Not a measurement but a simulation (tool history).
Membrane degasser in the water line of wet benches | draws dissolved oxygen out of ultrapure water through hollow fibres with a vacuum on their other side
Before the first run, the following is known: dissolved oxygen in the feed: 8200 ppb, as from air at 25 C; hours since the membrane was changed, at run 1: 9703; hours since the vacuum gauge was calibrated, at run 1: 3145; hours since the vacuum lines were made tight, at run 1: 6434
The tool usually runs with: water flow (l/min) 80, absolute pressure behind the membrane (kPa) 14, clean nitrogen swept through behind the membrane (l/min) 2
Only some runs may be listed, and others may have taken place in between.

run,day,water flow (l/min),absolute pressure behind the membrane (kPa),clean nitrogen swept through behind the membrane (l/min),hours since the membrane was changed,hours since the vacuum gauge was calibrated,hours since the vacuum lines were made tight,dissolved oxygen in the water behind the degasser (ppb),pressure that the water loses in the fibres (kPa)
1,0,80,14,2,9703,3145,6434,898.6,31.36
# day 5.229: seals of the vacuum lines changed
2,9.367,80,14.5,2,9926,3368,99,913.8,31.5
3,17.142,80,14.5,2,10113,3555,286,904.2,31.27
4,24.412,80,14.5,2,10287,3729,460,924.9,31.13
# day 25.296: membrane cartridge changed
5,35.067,86,14,2,234,3981,712,957.2,33.77
6,45.867,80,14,2,494,4240,971,891.4,31.39
7,53.5,66,14,2,677,4423,1154,730.8,25.82
8,65.675,80,16.4,2,969,4715,1447,1049.5,31.22
9,77.479,80,16.4,2,1252,4999,1730,1047.5,31.55
10,83.846,91,14,2,1405,5152,1883,1013.3,35.56
11,95.438,80,12.4,2,1683,5430,2161,757.8,31.33
12,101.129,80,12.4,2,1820,5566,2298,773.7,31.04
13,110.462,80,12.4,2,2044,5790,2522,781.5,31.22
14,119.067,80,12.4,2,2250,5997,2728,781.7,31.09
15,130.392,80,12.4,2,2522,6269,3000,773.3,31.41
16,138.517,80,12.4,2,2717,6464,3195,764.7,31.33
17,149.738,80,16.6,1.32,2987,6733,3464,1374.3,31.26

Run 18, settings as shown, results not yet in. Your forecast:
18,159.421,86,18.6,1.32,3219,6965,3697,?,?

dissolved oxygen in the water behind the degasser (ppb): 1609.2
pressure that the water loses in the fibres (kPa): 33.63
On a tool with no hidden condition, and with the same random variation, this run would have come out at dissolved oxygen in the water behind the degasser (ppb) 1607, pressure that the water loses in the fibres (kPa) 33.61.

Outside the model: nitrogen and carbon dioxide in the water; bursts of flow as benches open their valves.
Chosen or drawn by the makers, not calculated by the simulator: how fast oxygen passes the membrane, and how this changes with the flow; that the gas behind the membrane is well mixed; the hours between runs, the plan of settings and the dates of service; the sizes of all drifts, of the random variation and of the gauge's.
